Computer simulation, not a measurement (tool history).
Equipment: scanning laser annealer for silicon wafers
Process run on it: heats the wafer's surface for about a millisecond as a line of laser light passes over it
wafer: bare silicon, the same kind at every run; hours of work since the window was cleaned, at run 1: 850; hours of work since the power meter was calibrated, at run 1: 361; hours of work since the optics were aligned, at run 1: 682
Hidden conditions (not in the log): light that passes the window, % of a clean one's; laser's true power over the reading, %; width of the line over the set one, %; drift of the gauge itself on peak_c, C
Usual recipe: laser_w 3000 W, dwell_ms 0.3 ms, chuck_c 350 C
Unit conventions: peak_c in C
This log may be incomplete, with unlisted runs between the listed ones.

| run | day | laser_w | dwell_ms | chuck_c | hours of work since the window was cleaned | hours of work since the power meter was calibrated | hours of work since the optics were aligned | peak_c |
|---|---|---|---|---|---|---|---|---|
| 1 | 0 | 3000 | 0.3 | 350 | 850 | 361 | 682 | 1080 |
| 2 | 0.683 | 3000 | 0.3 | 329 | 858 | 368 | 690 | 1060 |
| 3 | 1.388 | 3000 | 0.283 | 350 | 865 | 375 | 697 | 1062 |
| 4 | 1.954 | 3000 | 0.3 | 336 | 871 | 381 | 703 | 1062 |
|  | 3.333 | window over the wafer cleaned |
| 5 | 3.333 | 3000 | 0.3 | 336 | 0 | 395 | 717 | 1085 |
| 6 | 3.971 | 3000 | 0.3 | 350 | 7 | 402 | 723 | 1098 |
| 7 | 4.879 | 3000 | 0.235 | 350 | 16 | 411 | 733 | 1025 |
| 8 | 5.492 | 3158 | 0.3 | 350 | 23 | 418 | 739 | 1146 |
| 9 | 6.354 | 3000 | 0.3 | 350 | 32 | 427 | 748 | 1098 |
| 10 | 7.171 | 3000 | 0.3 | 350 | 40 | 435 | 757 | 1095 |
| 11 | 7.862 | 2751 | 0.3 | 350 | 47 | 442 | 764 | 1022 |
| 12 | 8.917 | 2954 | 0.3 | 350 | 58 | 453 | 775 | 1080 |
| 13 | 10.175 | 2954 | 0.3 | 350 | 72 | 467 | 788 | 1081 |
| 14 | 10.904 | 3000 | 0.3 | 350 | 79 | 474 | 796 | 1091 |
| 15 | 11.929 | 3000 | 0.3 | 350 | 90 | 485 | 807 | 1093 |
| 16 | 13.042 | 3000 | 0.3 | 350 | 102 | 497 | 818 | 1094 |
| 17 | 13.721 | 3000 | 0.3 | 350 | 109 | 504 | 825 | 1093 |
| 18 | 14.8 | 3000 | 0.3 | 350 | 120 | 515 | 837 | 1092 |
| 19 | 15.688 | 3000 | 0.3 | 350 | 129 | 524 | 846 | 1093 |
| 20 | 16.879 | 2599 | 0.3 | 350 | 142 | 537 | 858 | 971 |
| 21 | 17.838 | 2599 | 0.3 | 350 | 152 | 547 | 868 | 969 |
| 22 | 19.042 | 2599 | 0.3 | 350 | 165 | 560 | 881 | 969 |
| 23 | 19.667 | 2599 | 0.3 | 350 | 171 | 566 | 888 | 967 |
| 24 | 20.554 | 2848 | 0.315 | 318 | 180 | 575 | 897 | 1023 |
| 25 | 21.767 | 2753 | 0.315 | 343 | 193 | 588 | 910 | 1018 |
| 26 | 22.971 | 2753 | 0.279 | 343 | 206 | 601 | 922 | 984 |
| 27 | 24.088 | 3268 | 0.24 | 350 | 217 | 612 | 934 | 1094 |
|  | 25.038 | optics aligned, line set to its width |
| 28 | 25.338 | 3268 | 0.24 | 350 | 228 | 623 | 3 | 1115 |
| 29 | 26.142 | 2660 | 0.24 | 369 | 237 | 632 | 12 | 965 |
| 30 | 27.338 | 2660 | 0.24 | 369 | 249 | 644 | 24 | 964 |
| 31 | 28.421 | 2983 | 0.269 | 338 | 261 | 656 | 35 | 1062 |
| 32 | 29.662 | 3292 | 0.231 | 361 | 274 | 669 | 48 | 1123 |
| 33 | 30.508 | 3292 | 0.239 | 348 | 282 | 677 | 57 | 1118 |
| 34 | 31.175 | 3292 | 0.269 | 350 | 289 | 684 | 64 | 1164 |
| 35 | 31.754 | 2699 | 0.311 | 350 | 296 | 691 | 70 | 1026 |
| 36 | 32.746 | 2699 | 0.311 | 350 | 306 | 701 | 81 | 1024 |
| 37 | 33.888 | 2981 | 0.302 | 327 | 318 | 713 | 93 | 1080 |
| 38 | 34.612 | 2983 | 0.308 | 367 | 325 | 720 | 100 | 1124 |
| 39 | 35.467 | 3000 | 0.242 | 371 | 334 | 729 | 109 | 1059 |
| 40 | 36.079 | 2551 | 0.244 | 315 | 341 | 736 | 116 | 885 |

Each row is a separate what-if for the run after 40, all from the same tool condition, not one after another. Results?
| A | 36.621 | 3077 | 0.333 | 332 | 346 | 741 | 121 | ? |
| B | 36.621 | 2832 | 0.214 | 317 | 346 | 741 | 121 | ? |
| C | 36.621 | 3000 | 0.283 | 311 | 346 | 741 | 121 | ? |

| run | peak_c |
|---|---|
| A | 1141 |
| B | 926 |
| C | 1047 |
What these runs would have given with no unlogged condition in the tool:
| run | peak_c |
|---|---|
| A | 1167 |
| B | 946 |
| C | 1070 |
